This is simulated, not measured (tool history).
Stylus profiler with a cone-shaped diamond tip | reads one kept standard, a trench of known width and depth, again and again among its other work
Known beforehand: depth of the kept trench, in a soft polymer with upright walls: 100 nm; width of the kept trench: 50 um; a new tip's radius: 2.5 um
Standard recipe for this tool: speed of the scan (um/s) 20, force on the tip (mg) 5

run,hour,speed of the scan (um/s),force on the tip (mg),depth of the trench (Å),width of the trench's floor (µm)
1,0,20,5,1028,48.29
2,25.3,20,5,1028.2,48.26
# hour 48.9: height scale calibrated on a step standard
3,65.6,20,5,1031,48.28
4,105.5,20,5,1034,48.23
5,146.6,20,5,1033.5,48.26
# hour 174.8: height scale calibrated on a step standard, once more
6,174.8,20,5,1020,48.23
7,208.7,20,6.35,1026,48.23
8,248.2,20,6.35,1026,48.26
9,278.4,20,6.35,1024.9,48.23
10,317.3,20,5,1023,48.2
11,347.9,8,5,1022.3,48.29
12,378.3,8,5,1022.9,48.27
13,407.5,8,5,1021.3,48.23
14,449.4,8,5,1022.2,48.21
15,479.9,8,5,1022.4,48.27
16,516.5,8,5,1022,48.2
17,558.8,8,8.42,1031.2,48.16
18,603.3,5,5.13,1023.5,48.22
19,623.4,28,10.03,1036.3,48.22
20,652.3,52,9.81,1034.2,48.15
21,681.2,31,5,1022.8,48.18
22,710.8,8,13.92,1047.2,48.22
23,754.1,12,5.43,1025,48.21
24,780.4,20,1.67,1011.6,48.15
25,813.4,20,12.26,1041.9,48.16
26,842.6,20,12.26,1042.5,48.16
27,864.8,9,11.89,1041,48.16
28,908.2,62,13.3,1044,48.08

Run 29 has not been measured yet. What should we expect?
29,941.1,20,8.52,?,?

depth of the trench (Å): 1034
width of the trench's floor (µm): 48.18
On a tool with no hidden condition, and with the same random variation, this run would have come out at depth of the trench (Å) 1030.5, width of the trench's floor (µm) 48.6.
